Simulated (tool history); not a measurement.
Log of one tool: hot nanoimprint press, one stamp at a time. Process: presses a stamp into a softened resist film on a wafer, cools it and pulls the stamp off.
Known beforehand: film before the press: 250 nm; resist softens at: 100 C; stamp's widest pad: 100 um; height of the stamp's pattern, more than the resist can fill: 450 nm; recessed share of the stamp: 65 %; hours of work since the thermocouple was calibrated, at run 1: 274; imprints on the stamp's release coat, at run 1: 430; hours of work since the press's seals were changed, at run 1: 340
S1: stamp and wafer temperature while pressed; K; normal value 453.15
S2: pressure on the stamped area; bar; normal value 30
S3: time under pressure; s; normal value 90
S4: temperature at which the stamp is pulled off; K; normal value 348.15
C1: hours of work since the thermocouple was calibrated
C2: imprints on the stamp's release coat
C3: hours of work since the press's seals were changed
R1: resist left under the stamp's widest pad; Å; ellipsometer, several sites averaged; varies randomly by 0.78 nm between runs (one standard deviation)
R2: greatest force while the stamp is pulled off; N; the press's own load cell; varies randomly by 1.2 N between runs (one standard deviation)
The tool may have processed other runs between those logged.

run 1 hour=0 | S1=453.15 S2=30 S3=90 S4=348.15 | C1=274 C2=430 C3=340 | R1=1477 R2=197
-- hour=31.8 stamp cleaned and given a new release coat
run 2 hour=31.8 | S1=453.15 S2=30 S3=93 S4=348.15 | C1=293 C2=0 C3=359 | R1=1473 R2=194
run 3 hour=46.9 | S1=453.15 S2=30 S3=93 S4=348.15 | C1=304 C2=78 C3=370 | R1=1458 R2=196
-- hour=50.9 plate thermocouple calibrated
run 4 hour=66.2 | S1=453.15 S2=30 S3=93 S4=348.15 | C1=11 C2=163 C3=382 | R1=1472 R2=195
run 5 hour=84.6 | S1=453.15 S2=30 S3=93 S4=348.15 | C1=25 C2=258 C3=396 | R1=1481 R2=196
run 6 hour=107.9 | S1=453.15 S2=41.3 S3=90 S4=348.15 | C1=42 C2=379 C3=413 | R1=1309 R2=194
run 7 hour=127 | S1=453.15 S2=41.3 S3=90 S4=348.15 | C1=56 C2=478 C3=427 | R1=1317 R2=194
run 8 hour=141 | S1=453.15 S2=41.3 S3=90 S4=348.15 | C1=66 C2=551 C3=437 | R1=1309 R2=196
-- hour=150.7 stamp cleaned and given a new release coat
run 9 hour=171.8 | S1=453.15 S2=41.3 S3=90 S4=348.15 | C1=84 C2=110 C3=455 | R1=1334 R2=193
run 10 hour=183.2 | S1=453.15 S2=18.2 S3=90 S4=348.15 | C1=93 C2=169 C3=464 | R1=1783 R2=196
run 11 hour=200.8 | S1=453.15 S2=18.2 S3=90 S4=348.15 | C1=106 C2=260 C3=477 | R1=1789 R2=194
run 12 hour=212.7 | S1=454.15 S2=18.2 S3=90 S4=348.15 | C1=114 C2=322 C3=485 | R1=1724 R2=195
run 13 hour=225.8 | S1=454.15 S2=26.1 S3=90 S4=348.15 | C1=124 C2=390 C3=495 | R1=1522 R2=196
run 14 hour=241.9 | S1=447.15 S2=30 S3=90 S4=348.15 | C1=136 C2=474 C3=507 | R1=1843 R2=193
run 15 hour=255.5 | S1=447.15 S2=30 S3=90 S4=348.15 | C1=146 C2=545 C3=517 | R1=1849 R2=195
-- hour=267.3 stamp cleaned and given a new release coat
run 16 hour=283.1 | S1=447.15 S2=19.6 S3=76 S4=352.15 | C1=162 C2=81 C3=533 | R1=2102 R2=177
run 17 hour=297.7 | S1=447.15 S2=19.6 S3=76 S4=352.15 | C1=172 C2=157 C3=543 | R1=2107 R2=173
run 18 hour=308.7 | S1=462.15 S2=30 S3=63 S4=339.15 | C1=180 C2=214 C3=551 | R1=1211 R2=240
run 19 hour=320.2 | S1=462.15 S2=29.5 S3=81 S4=339.15 | C1=189 C2=275 C3=560 | R1=1101 R2=238
run 20 hour=342 | S1=462.15 S2=29.5 S3=81 S4=339.15 | C1=205 C2=387 C3=576 | R1=1118 R2=239
run 21 hour=368 | S1=460.15 S2=23.5 S3=70 S4=338.15 | C1=224 C2=523 C3=595 | R1=1408 R2=242
-- hour=383.3 stamp cleaned and given a new release coat
run 22 hour=397.5 | S1=460.15 S2=23.5 S3=70 S4=338.15 | C1=241 C2=74 C3=612 | R1=1405 R2=243
run 23 hour=416 | S1=453.15 S2=30 S3=120 S4=348.15 | C1=255 C2=169 C3=626 | R1=1389 R2=197
run 24 hour=442 | S1=453.15 S2=30 S3=120 S4=348.15 | C1=274 C2=305 C3=645 | R1=1392 R2=197
run 25 hour=461 | S1=447.15 S2=19.4 S3=90 S4=342.15 | C1=288 C2=404 C3=659 | R1=2072 R2=224

Difference, measured minus no-hidden-state, one row per run. Run-to-run variation is common to both terms; the gauge's own scatter need not be:
Hidden state at play: true temperature over the reading, C; pressure that arrives at the usual setting, %; grip of the stamp's worn release coat, % over a new coat's; drift of the gauge itself on residual_nm, %; drift of the gauge itself on pull_off_n, %.
run=1 R1=+2
run=2 R1=+5
run=3 R1=+6
run=4 R1=+6
run=5 R1=+8
run=6 R1=+9
run=7 R1=+12
run=8 R1=+12
run=9 R1=+15
run=10 R1=+21
run=11 R1=+22
run=12 R1=+23
run=13 R1=+22
run=14 R1=+29
run=15 R1=+30
run=16 R1=+37
run=17 R1=+38
run=18 R1=+24
run=19 R1=+23
run=20 R1=+24
run=21 R1=+33
run=22 R1=+36
run=23 R1=+36
run=24 R1=+40
run=25 R1=+59
R2 without the hidden state stays within 1 N of what was measured, in all runs.
